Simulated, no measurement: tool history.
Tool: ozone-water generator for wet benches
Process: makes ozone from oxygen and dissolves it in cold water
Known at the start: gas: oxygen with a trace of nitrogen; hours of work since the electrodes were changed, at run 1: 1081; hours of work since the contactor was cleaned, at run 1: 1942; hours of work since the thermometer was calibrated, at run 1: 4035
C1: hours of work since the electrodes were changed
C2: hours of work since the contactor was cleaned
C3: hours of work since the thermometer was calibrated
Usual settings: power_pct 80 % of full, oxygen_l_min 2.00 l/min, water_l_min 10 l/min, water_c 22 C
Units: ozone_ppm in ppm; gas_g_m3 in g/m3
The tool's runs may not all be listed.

Run 1, hour 0.0: usual settings; C1 1081; C2 1942; C3 4035. Result: ozone_ppm 24.8 ppm, gas_g_m3 291.2 g/m3.
Run 2, hour 21.9: usual settings; C1 1100; C2 1961; C3 4054. Result: ozone_ppm 25.0 ppm, gas_g_m3 291.9 g/m3.
Run 3, hour 53.2: usual settings; C1 1128; C2 1989; C3 4082. Result: ozone_ppm 24.9 ppm, gas_g_m3 292.4 g/m3.
Run 4, hour 71.6: usual settings but power_pct 96 % of full; C1 1144; C2 2006; C3 4098. Result: ozone_ppm 28.7 ppm, gas_g_m3 342.6 g/m3.
Run 5, hour 108.5: usual settings but power_pct 96 % of full; C1 1177; C2 2039; C3 4131. Result: ozone_ppm 29.3 ppm, gas_g_m3 340.5 g/m3.
Run 6, hour 145.9: usual settings but power_pct 96 % of full; C1 1210; C2 2072; C3 4165. Result: ozone_ppm 29.1 ppm, gas_g_m3 338.9 g/m3.
Run 7, hour 167.7: usual settings but oxygen_l_min 2.49 l/min; C1 1230; C2 2091; C3 4184. Result: ozone_ppm 26.2 ppm, gas_g_m3 266.3 g/m3.
Run 8, hour 185.7: usual settings but oxygen_l_min 2.49 l/min; C1 1246; C2 2107; C3 4200. Result: ozone_ppm 25.9 ppm, gas_g_m3 270.8 g/m3.
Run 9, hour 207.2: usual settings but power_pct 45 % of full; C1 1265; C2 2126; C3 4219. Result: ozone_ppm 15.3 ppm, gas_g_m3 178.2 g/m3.
Run 10, hour 232.3: usual settings but water_c 23 C; C1 1287; C2 2149; C3 4241. Result: ozone_ppm 24.6 ppm, gas_g_m3 288.9 g/m3.
Run 11, hour 261.6: usual settings; C1 1313; C2 2175; C3 4268. Result: ozone_ppm 24.4 ppm, gas_g_m3 286.8 g/m3.
Run 12, hour 290.9: usual settings; C1 1339; C2 2201; C3 4294. Result: ozone_ppm 24.6 ppm, gas_g_m3 288.8 g/m3.
Run 13, hour 312.6: usual settings but power_pct 95 % of full; C1 1359; C2 2220; C3 4313. Result: ozone_ppm 28.4 ppm, gas_g_m3 334.5 g/m3.
Run 14, hour 350.3: usual settings but power_pct 95 % of full; C1 1392; C2 2254; C3 4346. Result: ozone_ppm 28.6 ppm, gas_g_m3 335.7 g/m3.
Run 15, hour 372.4: usual settings; C1 1412; C2 2273; C3 4366. Result: ozone_ppm 24.4 ppm, gas_g_m3 287.5 g/m3.
Run 16, hour 409.9: usual settings; C1 1445; C2 2307; C3 4400. Result: ozone_ppm 24.5 ppm, gas_g_m3 288.2 g/m3.
Run 17, hour 431.2: usual settings but power_pct 40 % of full, oxygen_l_min 2.23 l/min, water_l_min 15 l/min, water_c 28 C; C1 1464; C2 2326; C3 4418. Result: ozone_ppm 9.3 ppm, gas_g_m3 153.8 g/m3.
Run 18, hour 458.5: usual settings but power_pct 40 % of full, oxygen_l_min 1.28 l/min, water_l_min 15 l/min, water_c 28 C; C1 1489; C2 2350; C3 4443. Result: ozone_ppm 7.7 ppm, gas_g_m3 182.2 g/m3.
Run 19, hour 493.1: usual settings but power_pct 40 % of full, oxygen_l_min 1.28 l/min, water_l_min 15 l/min, water_c 28 C; C1 1519; C2 2381; C3 4474. Result: ozone_ppm 7.8 ppm, gas_g_m3 183.8 g/m3.
Run 20, hour 525.9: usual settings but power_pct 48 % of full, oxygen_l_min 1.25 l/min; C1 1549; C2 2410; C3 4503. Result: ozone_ppm 13.8 ppm, gas_g_m3 215.9 g/m3.
Run 21, hour 545.8: usual settings but power_pct 43 % of full, oxygen_l_min 1.01 l/min, water_l_min 11 l/min; C1 1566; C2 2428; C3 4520. Result: ozone_ppm 10.6 ppm, gas_g_m3 213.3 g/m3.
Run 22, hour 569.8: usual settings but power_pct 43 % of full, oxygen_l_min 2.30 l/min, water_l_min 11 l/min; C1 1588; C2 2449; C3 4542. Result: ozone_ppm 13.9 ppm, gas_g_m3 159.8 g/m3.
Run 23, hour 606.0: usual settings but power_pct 98 % of full, water_l_min 12 l/min, water_c 17 C; C1 1620; C2 2481; C3 4574. Result: ozone_ppm 26.2 ppm, gas_g_m3 339.8 g/m3.
Run 24, hour 632.7: usual settings but water_l_min 9 l/min, water_c 16 C; C1 1644; C2 2505; C3 4598. Result: ozone_ppm 28.7 ppm, gas_g_m3 284.1 g/m3.
Run 25, hour 670.0: usual settings but power_pct 91 % of full, water_l_min 13 l/min, water_c 17 C; C1 1677; C2 2538; C3 4631. Result: ozone_ppm 23.0 ppm, gas_g_m3 320.4 g/m3.
Run 26, hour 704.9: usual settings but power_pct 91 % of full, water_l_min 13 l/min, water_c 17 C; C1 1708; C2 2569; C3 4662. Result: ozone_ppm 23.0 ppm, gas_g_m3 320.0 g/m3.
Run 27, hour 733.6: usual settings but power_pct 84 % of full, water_l_min 13 l/min, water_c 17 C; C1 1734; C2 2595; C3 4688. Result: ozone_ppm 21.4 ppm, gas_g_m3 298.8 g/m3.
Run 28, hour 761.6: usual settings but power_pct 84 % of full, water_l_min 13 l/min, water_c 16 C; C1 1758; C2 2620; C3 4713. Result: ozone_ppm 21.6 ppm, gas_g_m3 299.8 g/m3.
Run 29, hour 793.9: usual settings but power_pct 53 % of full, water_l_min 8 l/min, water_c 15 C; C1 1787; C2 2649; C3 4741. Result: ozone_ppm 22.3 ppm, gas_g_m3 203.3 g/m3.
Run 30, hour 812.5: usual settings but power_pct 48 % of full, oxygen_l_min 2.02 l/min, water_l_min 6 l/min, water_c 14 C; C1 1804; C2 2665; C3 4758. Result: ozone_ppm 26.2 ppm, gas_g_m3 184.2 g/m3.
Run 31, hour 830.4: usual settings but power_pct 48 % of full, oxygen_l_min 2.02 l/min, water_c 17 C; C1 1820; C2 2681; C3 4774. Result: ozone_ppm 16.8 ppm, gas_g_m3 184.5 g/m3.
Run 32, hour 861.1: usual settings but power_pct 48 % of full, oxygen_l_min 2.02 l/min, water_c 17 C; C1 1847; C2 2708; C3 4801. Result: ozone_ppm 17.0 ppm, gas_g_m3 186.2 g/m3.

Measured less the same run without the tool's hidden state. The same run-to-run variation is in both; the gauge's scatter may not be:
The hidden state here: yield of the discharge, % of new electrodes'; contactor's efficiency, % of a clean one's; true water temperature over the reading, C; drift of the gauge itself on ozone_ppm, %; drift of the gauge itself on gas_g_m3, %.
run  ozone_ppm  gas_g_m3
  1       -1.5     -11.1
  2       -1.5     -11.2
  3       -1.6     -11.5
  4       -2.0     -15.6
  5       -2.1     -16.0
  6       -2.2     -16.3
  7       -1.8     -11.4
  8       -1.8     -11.7
  9       -0.7      -4.3
 10       -1.7     -12.8
 11       -1.8     -13.0
 12       -1.8     -13.4
 13       -2.2     -17.8
 14       -2.3     -18.2
 15       -1.8     -13.9
 16       -1.9     -14.3
 17       -0.5      -3.6
 18       -0.4      -4.2
 19       -0.4      -4.3
 20       -0.8      -6.8
 21       -0.5      -5.8
 22       -0.8      -4.5
 23       -2.5     -21.6
 24       -2.4     -15.7
 25       -2.1     -20.0
 26       -2.2     -20.3
 27       -2.0     -18.1
 28       -2.0     -18.5
 29       -1.6      -8.3
 30       -1.7      -6.7
 31       -1.1      -6.8
 32       -1.2      -7.0
